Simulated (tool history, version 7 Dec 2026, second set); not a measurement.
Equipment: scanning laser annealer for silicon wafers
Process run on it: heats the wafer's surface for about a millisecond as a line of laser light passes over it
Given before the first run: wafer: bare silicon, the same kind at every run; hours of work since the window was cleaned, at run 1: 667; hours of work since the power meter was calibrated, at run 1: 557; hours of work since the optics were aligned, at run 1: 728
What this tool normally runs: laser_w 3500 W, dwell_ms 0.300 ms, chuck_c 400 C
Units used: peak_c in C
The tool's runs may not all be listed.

run	hour	laser_w	dwell_ms	chuck_c	hours of work since the window was cleaned	hours of work since the power meter was calibrated	hours of work since the optics were aligned	peak_c
1	0.0	3500	0.300	400	667	557	728	1245
2	41.8	3500	0.300	400	691	581	751	1243
3	97.5	3500	0.300	400	722	612	782	1242
4	140.4	3500	0.300	400	746	636	807	1241
5	174.0	3500	0.300	400	765	655	825	1247
6	220.2	3500	0.300	400	791	681	851	1242
7	265.8	3500	0.300	400	817	707	877	1241
8	328.9	3500	0.300	400	852	742	913	1246
9	379.0	3500	0.300	400	881	771	941	1246
# hour 400.8: window over the wafer cleaned
10	420.7	3500	0.261	400	11	793	963	1176
11	467.7	3500	0.261	400	38	819	990	1179
12	526.6	3500	0.243	400	71	853	1023	1150
13	561.7	3500	0.300	386	91	872	1043	1228
14	604.0	3500	0.300	386	114	896	1066	1232
15	667.7	3500	0.300	386	150	932	1102	1229
16	740.4	3017	0.260	364	191	973	1143	1044
17	787.7	3017	0.277	429	218	999	1170	1135
18	830.1	3524	0.300	379	242	1023	1194	1230
19	871.6	3123	0.213	374	265	1047	1217	1000
20	950.1	3542	0.227	374	309	1091	1261	1103
21	1003.4	3542	0.227	374	339	1121	1291	1102
22	1063.5	3542	0.227	374	373	1155	1325	1105
23	1132.4	3542	0.227	374	412	1193	1364	1101
24	1200.5	3570	0.300	397	450	1232	1402	1258
25	1259.2	3500	0.249	381	483	1265	1435	1141
26	1322.6	3500	0.249	439	519	1301	1471	1196
27	1367.9	3500	0.249	439	544	1326	1496	1201
28	1445.9	3392	0.328	410	588	1370	1540	1269

Branching from run 28: 3 alternative next runs. What would each branch give?
A	1507.8	3762	0.257	400	623	1405	1575	?
B	1507.8	3259	0.258	414	623	1405	1575	?
C	1507.8	3822	0.377	419	623	1405	1575	?

run	peak_c
A	1227
B	1139
C	1465
With no hidden state in the tool, these same runs would have given:
run	peak_c
A	1228
B	1139
C	1465
